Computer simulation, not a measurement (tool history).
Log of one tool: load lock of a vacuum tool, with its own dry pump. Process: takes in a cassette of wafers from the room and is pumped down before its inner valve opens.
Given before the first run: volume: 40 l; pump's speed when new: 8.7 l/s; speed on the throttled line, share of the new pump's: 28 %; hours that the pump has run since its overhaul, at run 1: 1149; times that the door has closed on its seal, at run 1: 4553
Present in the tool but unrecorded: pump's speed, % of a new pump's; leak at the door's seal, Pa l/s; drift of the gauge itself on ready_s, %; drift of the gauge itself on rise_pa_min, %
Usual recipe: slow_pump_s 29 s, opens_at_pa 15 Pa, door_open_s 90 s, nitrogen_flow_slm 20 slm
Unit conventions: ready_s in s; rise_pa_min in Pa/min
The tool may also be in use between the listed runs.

| run | hour | slow_pump_s | opens_at_pa | door_open_s | nitrogen_flow_slm | hours that the pump has run since its overhaul | times that the door has closed on its seal | incoming humidity of the room's air, % | ready_s | rise_pa_min |
|---|---|---|---|---|---|---|---|---|---|---|
| 1 | 0 | 29 | 15 | 90 | 20 | 1149 | 4553 | 48.3 | 62.7 | 0.059 |
| 2 | 78.8 | 14 | 15 | 90 | 20 | 1227 | 4716 | 45.4 | 51.9 | 0.067 |
| 3 | 143 | 29 | 15 | 150 | 20 | 1292 | 4849 | 46.8 | 62.4 | 0.069 |
| 4 | 238.7 | 29 | 15 | 150 | 20 | 1387 | 5048 | 46.3 | 61.5 | 0.064 |
| 5 | 307.6 | 29 | 11 | 90 | 20 | 1456 | 5190 | 46.2 | 63.4 | 0.057 |
| 6 | 380.8 | 29 | 15 | 90 | 21 | 1529 | 5342 | 45.8 | 63.3 | 0.059 |
| 7 | 468.8 | 29 | 15 | 90 | 21 | 1617 | 5524 | 47 | 62.2 | 0.064 |
| 8 | 545.6 | 29 | 15 | 90 | 21 | 1694 | 5683 | 44.8 | 62.3 | 0.068 |
| 9 | 628.9 | 29 | 15 | 90 | 21 | 1778 | 5855 | 43.2 | 63.5 | 0.064 |
| 10 | 674.9 | 29 | 15 | 90 | 21 | 1824 | 5951 | 43.9 | 61.9 | 0.072 |
| 11 | 762.5 | 49 | 18 | 168 | 5 | 1911 | 6132 | 44.3 | 75.4 | 0.111 |
| 12 | 848 | 49 | 18 | 147 | 23 | 1997 | 6309 | 47.6 | 74.7 | 0.076 |
| 13 | 927 | 29 | 24 | 183 | 20 | 2076 | 6473 | 45.4 | 59.9 | 0.072 |

3 options for the next run, each taken on its own from the tool as it stands now. Forecast them:
| A | 969.3 | 29 | 24 | 61 | 20 | 2118 | 6560 | 43.4 | ? | ? |
| B | 969.3 | 48 | 24 | 118 | 20 | 2118 | 6560 | 46.6 | ? | ? |
| C | 969.3 | 29 | 24 | 183 | 11 | 2118 | 6560 | 48.2 | ? | ? |

| run | ready_s | rise_pa_min |
|---|---|---|
| A | 60.6 | 0.073 |
| B | 73.7 | 0.076 |
| C | 60.1 | 0.097 |
With no hidden state in the tool, these same runs would have given:
| run | ready_s | rise_pa_min |
|---|---|---|
| A | 59.7 | 0.02 |
| B | 72.9 | 0.025 |
| C | 59.2 | 0.045 |
